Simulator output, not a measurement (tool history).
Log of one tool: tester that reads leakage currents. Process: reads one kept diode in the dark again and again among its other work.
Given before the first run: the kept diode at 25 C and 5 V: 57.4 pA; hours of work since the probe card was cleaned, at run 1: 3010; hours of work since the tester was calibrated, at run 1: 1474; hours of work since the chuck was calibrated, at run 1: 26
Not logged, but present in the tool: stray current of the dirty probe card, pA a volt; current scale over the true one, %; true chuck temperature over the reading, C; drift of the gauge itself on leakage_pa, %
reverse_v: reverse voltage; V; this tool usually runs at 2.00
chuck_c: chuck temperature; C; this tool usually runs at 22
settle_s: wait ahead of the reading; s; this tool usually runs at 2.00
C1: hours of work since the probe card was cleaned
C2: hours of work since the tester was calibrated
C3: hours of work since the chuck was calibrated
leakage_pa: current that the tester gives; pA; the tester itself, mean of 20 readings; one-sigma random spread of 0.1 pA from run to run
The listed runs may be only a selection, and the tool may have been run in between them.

Run 1, day 0.000: usual settings; C1 3010; C2 1474; C3 26. Result: leakage_pa 32.35 pA.
At day 8.179: probe card cleaned and baked.
Run 2, day 8.708: usual settings; C1 7; C2 1590; C3 142. Result: leakage_pa 33.16 pA.
Run 3, day 12.367: usual settings; C1 57; C2 1640; C3 192. Result: leakage_pa 33.20 pA.
Run 4, day 20.017: usual settings; C1 160; C2 1743; C3 295. Result: leakage_pa 32.96 pA.
Run 5, day 24.179: usual settings but chuck_c 52 C; C1 216; C2 1799; C3 351. Result: leakage_pa 308.13 pA.
Run 6, day 29.062: usual settings; C1 282; C2 1865; C3 417. Result: leakage_pa 32.89 pA.
At day 32.983: probe card cleaned and baked, once more.
Run 7, day 34.875: usual settings; C1 26; C2 1942; C3 494. Result: leakage_pa 29.36 pA.
Run 8, day 43.062: usual settings; C1 136; C2 2053; C3 604. Result: leakage_pa 29.32 pA.
Run 9, day 47.404: usual settings; C1 195; C2 2111; C3 663. Result: leakage_pa 29.24 pA.
Run 10, day 51.129: usual settings; C1 245; C2 2161; C3 713. Result: leakage_pa 28.99 pA.
Run 11, day 59.475: usual settings; C1 358; C2 2274; C3 826. Result: leakage_pa 28.98 pA.
Run 12, day 62.992: usual settings; C1 405; C2 2322; C3 873. Result: leakage_pa 28.93 pA.
Run 13, day 69.833: usual settings but reverse_v 8.30 V; C1 498; C2 2414; C3 966. Result: leakage_pa 53.03 pA.
Run 14, day 76.529: usual settings; C1 588; C2 2504; C3 1056. Result: leakage_pa 28.64 pA.
Run 15, day 81.758: usual settings; C1 659; C2 2575; C3 1127. Result: leakage_pa 28.44 pA.
Run 16, day 89.992: usual settings; C1 770; C2 2686; C3 1238. Result: leakage_pa 28.41 pA.
Run 17, day 96.788: usual settings; C1 862; C2 2778; C3 1330. Result: leakage_pa 28.28 pA.
Run 18, day 101.612: usual settings but reverse_v 2.05 V; C1 927; C2 2843; C3 1395. Result: leakage_pa 28.59 pA.
Run 19, day 106.900: usual settings but reverse_v 2.05 V; C1 998; C2 2914; C3 1466. Result: leakage_pa 28.38 pA.
Run 20, day 110.942: usual settings; C1 1053; C2 2969; C3 1521. Result: leakage_pa 28.03 pA.
Run 21, day 114.608: usual settings; C1 1102; C2 3019; C3 1570. Result: leakage_pa 27.93 pA.
Run 22, day 120.050: usual settings; C1 1176; C2 3092; C3 1644. Result: leakage_pa 27.67 pA.
Run 23, day 124.850: usual settings but reverse_v 15.31 V, chuck_c 52 C; C1 1240; C2 3157; C3 1709. Result: leakage_pa 662.69 pA.
Run 24, day 129.700: usual settings but reverse_v 5.22 V, chuck_c 56 C; C1 1306; C2 3222; C3 1774. Result: leakage_pa 554.56 pA.
Run 25, day 135.771: usual settings but chuck_c 24 C, settle_s 0.97 s; C1 1388; C2 3304; C3 1856. Result: leakage_pa 32.60 pA.
At day 144.062: chuck's temperature calibrated.
Run 26, day 144.467: usual settings but chuck_c 24 C, settle_s 0.97 s; C1 1504; C2 3421; C3 5. Result: leakage_pa 36.83 pA.
Run 27, day 149.275: usual settings but reverse_v 1.18 V, settle_s 1.91 s; C1 1569; C2 3485; C3 70. Result: leakage_pa 24.70 pA.
Run 28, day 156.079: usual settings but chuck_c 58 C, settle_s 1.12 s; C1 1661; C2 3577; C3 162. Result: leakage_pa 461.48 pA.
Run 29, day 162.317: usual settings but reverse_v 3.45 V, chuck_c 34 C, settle_s 1.39 s; C1 1745; C2 3662; C3 246. Result: leakage_pa 101.16 pA.
Run 30, day 165.854: usual settings but reverse_v 3.45 V, settle_s 0.53 s; C1 1793; C2 3709; C3 294. Result: leakage_pa 39.63 pA.
Run 31, day 169.808: usual settings but reverse_v 3.45 V, settle_s 0.53 s; C1 1846; C2 3763; C3 348. Result: leakage_pa 39.35 pA.
Run 32, day 176.512: usual settings but chuck_c 35 C, settle_s 3.02 s; C1 1937; C2 3853; C3 438. Result: leakage_pa 86.26 pA.
Run 33, day 184.646: usual settings but settle_s 1.39 s; C1 2047; C2 3963; C3 548. Result: leakage_pa 30.47 pA.
Run 34, day 193.050: usual settings but settle_s 1.39 s; C1 2160; C2 4077; C3 661. Result: leakage_pa 30.31 pA.
Run 35, day 201.008: usual settings but settle_s 1.39 s; C1 2268; C2 4184; C3 769. Result: leakage_pa 30.03 pA.
Run 36, day 209.454: usual settings but settle_s 1.39 s; C1 2382; C2 4298; C3 883. Result: leakage_pa 29.97 pA.
Run 37, day 215.408: usual settings but chuck_c 53 C, settle_s 8.51 s; C1 2462; C2 4378; C3 963. Result: leakage_pa 314.42 pA.
Run 38, day 221.058: usual settings but chuck_c 53 C, settle_s 8.51 s; C1 2538; C2 4455; C3 1040. Result: leakage_pa 312.40 pA.
Run 39, day 227.967: usual settings but reverse_v 1.64 V, settle_s 5.20 s; C1 2632; C2 4548; C3 1133. Result: leakage_pa 26.77 pA.

Here are 4 independent what-if runs from the current tool condition. What would each one return?
At day 229.796: tester calibrated.
Run A, day 236.292: usual settings but reverse_v 4.48 V, chuck_c 41 C, settle_s 0.46 s; C1 2743; C2 88; C3 1244. Result: leakage_pa ?.
At day 229.796: tester calibrated.
Run B, day 236.292: usual settings but reverse_v 1.64 V, chuck_c 27 C, settle_s 0.66 s; C1 2743; C2 88; C3 1244. Result: leakage_pa ?.
At day 229.796: tester calibrated.
Run C, day 236.292: usual settings but reverse_v 1.64 V, chuck_c 27 C, settle_s 6.33 s; C1 2743; C2 88; C3 1244. Result: leakage_pa ?.
At day 229.796: tester calibrated.
Run D, day 236.292: usual settings but reverse_v 2.01 V, chuck_c 27 C, settle_s 6.85 s; C1 2743; C2 88; C3 1244. Result: leakage_pa ?.

run  leakage_pa
  A      188.42
  B       41.51
  C       41.45
  D       45.50
With no hidden state in the tool, these same runs would have given:
run  leakage_pa
  A      195.81
  B       42.76
  C       42.70
  D       46.66
